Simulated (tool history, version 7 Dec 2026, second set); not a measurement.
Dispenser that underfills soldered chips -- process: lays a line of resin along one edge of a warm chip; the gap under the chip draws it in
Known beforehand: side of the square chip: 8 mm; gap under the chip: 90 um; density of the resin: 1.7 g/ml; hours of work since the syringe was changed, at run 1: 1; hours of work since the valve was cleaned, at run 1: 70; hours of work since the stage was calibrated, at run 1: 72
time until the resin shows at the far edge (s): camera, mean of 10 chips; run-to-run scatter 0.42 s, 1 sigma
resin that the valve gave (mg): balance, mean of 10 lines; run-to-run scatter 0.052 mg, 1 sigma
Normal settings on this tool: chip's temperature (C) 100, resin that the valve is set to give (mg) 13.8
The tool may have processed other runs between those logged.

| run | hour | chip's temperature (C) | resin that the valve is set to give (mg) | hours of work since the syringe was changed | hours of work since the valve was cleaned | hours of work since the stage was calibrated | time until the resin shows at the far edge (s) | resin that the valve gave (mg) |
|---|---|---|---|---|---|---|---|---|
| 1 | 0 | 100 | 13.8 | 1 | 70 | 72 | 32.3 | 13.44 |
| 2 | 6.5 | 100 | 13.8 | 6 | 75 | 77 | 38.3 | 13.51 |
|  | 9 | new syringe of resin |
| 3 | 15.3 | 100 | 13.8 | 5 | 81 | 83 | 36.3 | 13.47 |
|  | 19.4 | new syringe of resin |
| 4 | 24.1 | 100 | 13.8 | 4 | 88 | 89 | 34.3 | 13.44 |
|  | 29.9 | new syringe of resin |
| 5 | 29.9 | 100 | 13.8 | 0 | 92 | 93 | 30.7 | 13.42 |
|  | 32.4 | dispensing valve cleaned and set on the balance |
| 6 | 37 | 100 | 13.8 | 4 | 3 | 98 | 36.1 | 13.7 |
|  | 42 | new syringe of resin |
| 7 | 47.2 | 100 | 13.8 | 4 | 11 | 105 | 34.5 | 13.69 |
|  | 52.7 | new syringe of resin |
| 8 | 57.6 | 100 | 13.8 | 4 | 18 | 113 | 34.2 | 13.63 |
|  | 63.6 | new syringe of resin |
| 9 | 68.1 | 103 | 13.8 | 3 | 26 | 120 | 29.4 | 13.72 |
|  | 74.1 | new syringe of resin |
| 10 | 78.5 | 103 | 13.8 | 3 | 33 | 128 | 30.1 | 13.62 |
|  | 85.1 | new syringe of resin |
| 11 | 86.9 | 100 | 13.8 | 1 | 39 | 133 | 31.7 | 13.55 |
|  | 95.9 | new syringe of resin |
| 12 | 97.2 | 100 | 12.3 | 1 | 46 | 141 | 32.3 | 12.14 |
| 13 | 104.6 | 100 | 12 | 6 | 52 | 146 | 39.9 | 11.85 |
|  | 106.3 | new syringe of resin |
| 14 | 112.8 | 100 | 13.8 | 5 | 58 | 152 | 36.6 | 13.61 |
|  | 117.3 | new syringe of resin |
| 15 | 122.6 | 115 | 13.8 | 4 | 65 | 159 | 18.7 | 13.33 |
|  | 128 | new syringe of resin |
| 16 | 128.4 | 115 | 13.8 | 0 | 69 | 163 | 16.8 | 13.46 |
| 17 | 137.5 | 115 | 13.8 | 7 | 75 | 170 | 21 | 13.49 |
|  | 138.7 | new syringe of resin |
| 18 | 145.1 | 97 | 13.8 | 5 | 81 | 175 | 41.4 | 13.33 |
|  | 149.3 | new syringe of resin |
| 19 | 152.4 | 97 | 13.8 | 2 | 86 | 180 | 37.1 | 13.27 |
| 20 | 157.2 | 97 | 13.8 | 6 | 89 | 184 | 42.6 | 13.39 |
|  | 159.7 | new syringe of resin |
|  | 163.2 | dispensing valve cleaned and set on the balance |
| 21 | 164.5 | 112 | 17.5 | 3 | 1 | 188 | 19.3 | 17.46 |

The next listed run, before its measurement:
|  | 171.3 | new syringe of resin |
| 22 | 174.2 | 102 | 13.8 | 2 | 8 | 195 | ? | ? |

Run 22 measured time until the resin shows at the far edge (s) 29.6, resin that the valve gave (mg) 13.77.
Minus the tool's unlogged condition, the same run would have read time until the resin shows at the far edge (s) 26.8, resin that the valve gave (mg) 13.85.
